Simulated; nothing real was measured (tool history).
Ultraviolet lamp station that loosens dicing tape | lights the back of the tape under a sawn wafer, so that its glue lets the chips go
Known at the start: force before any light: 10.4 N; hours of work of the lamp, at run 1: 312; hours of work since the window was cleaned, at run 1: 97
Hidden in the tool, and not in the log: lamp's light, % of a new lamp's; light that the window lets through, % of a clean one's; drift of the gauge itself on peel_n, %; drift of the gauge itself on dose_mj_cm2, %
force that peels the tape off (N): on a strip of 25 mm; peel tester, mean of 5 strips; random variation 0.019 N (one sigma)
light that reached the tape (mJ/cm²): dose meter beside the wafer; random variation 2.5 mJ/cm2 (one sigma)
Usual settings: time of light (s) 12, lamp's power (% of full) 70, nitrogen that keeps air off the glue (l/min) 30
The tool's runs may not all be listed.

run	hour	time of light (s)	lamp's power (% of full)	nitrogen that keeps air off the glue (l/min)	hours of work of the lamp	hours of work since the window was cleaned	force that peels the tape off (N)	light that reached the tape (mJ/cm²)
1	0	12	70	30	312	97	1.23	247
2	18.3	12	70	30	320	105	1.193	244
3	35.4	12	67	30	328	113	1.369	236
4	43.9	12	67	30	331	117	1.368	233
5	60.2	12	67	30	339	124	1.425	235
6	76.7	12	67	30	346	132	1.362	228
7	94.6	12	67	30	354	140	1.385	229
8	113.1	12	67	30	363	148	1.418	231
9	128.5	12	67	30	370	155	1.451	227
10	145.7	12	70	13	377	163	2.128	238
11	154.3	12	70	13	381	167	2.072	233
12	166.6	12	70	13	387	172	2.157	228
13	174.8	12	70	30	391	176	1.356	232
14	190	12	70	14	398	183	2.101	234
# hour 192.2: window cleaned of glue's vapour
15	208.7	12	87	30	406	7	1.033	265
16	219.8	12	70	30	411	12	1.586	213
17	232.5	12	70	30	417	18	1.594	211
# hour 247: window cleaned of glue's vapour, once more
18	247	7	70	30	423	0	2.824	151
19	258.1	7	70	30	428	5	2.702	152
20	268.4	7	70	30	433	10	2.722	150
21	282.9	12	70	30	439	16	1.143	254
22	298.3	12	70	30	446	23	1.193	255
23	314.8	12	70	30	454	31	1.211	251
24	327.8	18	66	47	459	37	0.475	355
25	337.4	10	100	30	464	41	0.856	299
26	348.8	23	64	51	469	46	0.329	433
27	364	23	74	51	476	53	0.277	499
28	372.4	12	86	30	480	57	0.84	302
29	390.3	12	86	30	488	65	0.866	297
30	399.3	12	84	44	492	69	0.711	295
31	413.9	7	83	35	498	76	2.172	168
32	425.1	12	70	21	503	81	1.56	239
33	435.7	22	70	21	508	85	0.494	436
34	446.4	8	68	29	513	90	2.655	157
35	461.7	8	68	29	520	97	2.675	154
36	475.9	6	79	20	526	104	3.618	134
37	490.3	23	83	33	533	110	0.282	534
38	503.9	12	78	30	539	116	1.111	262
39	513	19	96	26	543	120	0.339	510
40	527.7	19	96	26	550	127	0.345	505
41	538.9	11	65	22	555	132	2.171	199
42	558.1	11	65	22	564	141	2.153	198
43	569.2	21	65	42	569	146	0.454	368
44	582	21	65	42	574	152	0.46	366

3 ways to go on from here, each from the tool as it stands after run 44. What would each give?
A	596.4	19	76	42	581	158	?	?
B	596.4	14	78	38	581	158	?	?
C	596.4	23	62	42	581	158	?	?

run	force that peels the tape off (N)	light that reached the tape (mJ/cm²)
A	0.422	393
B	0.773	293
C	0.445	385
Without the tool's hidden state the same runs would have given:
run	force that peels the tape off (N)	light that reached the tape (mJ/cm²)
A	0.293	505
B	0.465	377
C	0.31	494
